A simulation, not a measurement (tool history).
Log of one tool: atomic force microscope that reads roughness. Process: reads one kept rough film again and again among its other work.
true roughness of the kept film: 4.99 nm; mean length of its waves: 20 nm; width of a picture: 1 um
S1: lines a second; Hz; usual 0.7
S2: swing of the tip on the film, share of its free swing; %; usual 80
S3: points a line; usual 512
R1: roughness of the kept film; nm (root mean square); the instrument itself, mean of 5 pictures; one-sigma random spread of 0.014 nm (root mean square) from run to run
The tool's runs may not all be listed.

{"run": 1, "hour": 0.0, "S1": 0.7, "S2": 80, "S3": 512, "R1": 1.802}
{"run": 2, "hour": 12.1, "S1": 0.7, "S2": 80, "S3": 512, "R1": 1.756}
{"hour": 13.8, "done": "new tip fitted"}
{"run": 3, "hour": 27.6, "S1": 0.7, "S2": 80, "S3": 512, "R1": 3.028}
{"run": 4, "hour": 40.3, "S1": 0.7, "S2": 80, "S3": 512, "R1": 2.876}
{"run": 5, "hour": 52.2, "S1": 0.7, "S2": 80, "S3": 512, "R1": 2.743}
{"run": 6, "hour": 64.8, "S1": 0.7, "S2": 80, "S3": 512, "R1": 2.695}
{"run": 7, "hour": 80.5, "S1": 1.33, "S2": 80, "S3": 512, "R1": 2.466}
{"run": 8, "hour": 95.0, "S1": 1.33, "S2": 80, "S3": 512, "R1": 2.374}
{"run": 9, "hour": 101.7, "S1": 0.7, "S2": 74, "S3": 512, "R1": 2.412}
{"run": 10, "hour": 108.7, "S1": 0.7, "S2": 74, "S3": 512, "R1": 2.341}
{"run": 11, "hour": 124.8, "S1": 0.7, "S2": 74, "S3": 512, "R1": 2.248}
{"run": 12, "hour": 140.5, "S1": 0.7, "S2": 74, "S3": 512, "R1": 2.153}
{"run": 13, "hour": 151.7, "S1": 0.7, "S2": 74, "S3": 512, "R1": 2.097}
{"run": 14, "hour": 166.1, "S1": 0.7, "S2": 74, "S3": 512, "R1": 2.019}
{"run": 15, "hour": 176.8, "S1": 0.7, "S2": 80, "S3": 512, "R1": 1.956}
{"run": 16, "hour": 188.3, "S1": 0.7, "S2": 80, "S3": 679, "R1": 1.933}
{"run": 17, "hour": 203.9, "S1": 0.7, "S2": 80, "S3": 679, "R1": 1.86}
{"hour": 210.8, "done": "new tip fitted"}
{"run": 18, "hour": 211.1, "S1": 2.973, "S2": 80, "S3": 512, "R1": 2.912}
{"run": 19, "hour": 225.2, "S1": 0.7, "S2": 80, "S3": 512, "R1": 2.988}
{"run": 20, "hour": 240.5, "S1": 0.7, "S2": 80, "S3": 512, "R1": 2.85}
{"run": 21, "hour": 248.0, "S1": 0.7, "S2": 80, "S3": 328, "R1": 2.752}
{"run": 22, "hour": 256.5, "S1": 0.7, "S2": 80, "S3": 256, "R1": 2.592}
{"run": 23, "hour": 265.6, "S1": 0.7, "S2": 80, "S3": 256, "R1": 2.527}
{"run": 24, "hour": 279.7, "S1": 0.7, "S2": 80, "S3": 256, "R1": 2.427}
{"run": 25, "hour": 293.6, "S1": 0.7, "S2": 80, "S3": 256, "R1": 2.33}
{"run": 26, "hour": 309.8, "S1": 0.7, "S2": 82, "S3": 754, "R1": 2.317}
{"run": 27, "hour": 323.7, "S1": 1.056, "S2": 72, "S3": 533, "R1": 2.209}
{"run": 28, "hour": 338.1, "S1": 1.056, "S2": 72, "S3": 533, "R1": 2.152}
{"run": 29, "hour": 354.1, "S1": 2.359, "S2": 76, "S3": 332, "R1": 1.899}
{"run": 30, "hour": 368.7, "S1": 2.359, "S2": 76, "S3": 332, "R1": 1.877}
{"run": 31, "hour": 381.5, "S1": 0.795, "S2": 76, "S3": 550, "R1": 1.929}
{"run": 32, "hour": 395.6, "S1": 0.795, "S2": 76, "S3": 550, "R1": 1.85}
{"run": 33, "hour": 406.1, "S1": 2.973, "S2": 60, "S3": 689, "R1": 1.808}
{"hour": 407.3, "done": "new tip fitted"}
{"run": 34, "hour": 421.9, "S1": 0.553, "S2": 80, "S3": 766, "R1": 3.075}
{"run": 35, "hour": 436.6, "S1": 1.767, "S2": 60, "S3": 512, "R1": 2.846}
{"run": 36, "hour": 447.5, "S1": 1.135, "S2": 64, "S3": 287, "R1": 2.73}
{"run": 37, "hour": 463.5, "S1": 1.135, "S2": 64, "S3": 287, "R1": 2.579}
{"run": 38, "hour": 474.1, "S1": 1.135, "S2": 90, "S3": 750, "R1": 2.438}
{"run": 39, "hour": 483.8, "S1": 2.665, "S2": 80, "S3": 1004, "R1": 2.33}
{"run": 40, "hour": 494.6, "S1": 1.944, "S2": 80, "S3": 720, "R1": 2.296}
{"run": 41, "hour": 508.4, "S1": 2.674, "S2": 66, "S3": 872, "R1": 2.261}

Branching from run 41: 5 alternative next runs. What would each branch give?
{"run": "A", "hour": 516.2, "S1": 2.129, "S2": 78, "S3": 512, "R1": "?"}
{"run": "B", "hour": 516.2, "S1": 0.7, "S2": 80, "S3": 635, "R1": "?"}
{"run": "C", "hour": 516.2, "S1": 0.7, "S2": 80, "S3": 295, "R1": "?"}
{"run": "D", "hour": 516.2, "S1": 0.501, "S2": 83, "S3": 287, "R1": "?"}
{"run": "E", "hour": 516.2, "S1": 0.791, "S2": 80, "S3": 512, "R1": "?"}

run=A R1=2.126
run=B R1=2.259
run=C R1=2.224
run=D R1=2.212
run=E R1=2.26
With no hidden state in the tool, these same runs would have given:
run=A R1=3.048
run=B R1=3.235
run=C R1=3.186
run=D R1=3.169
run=E R1=3.238
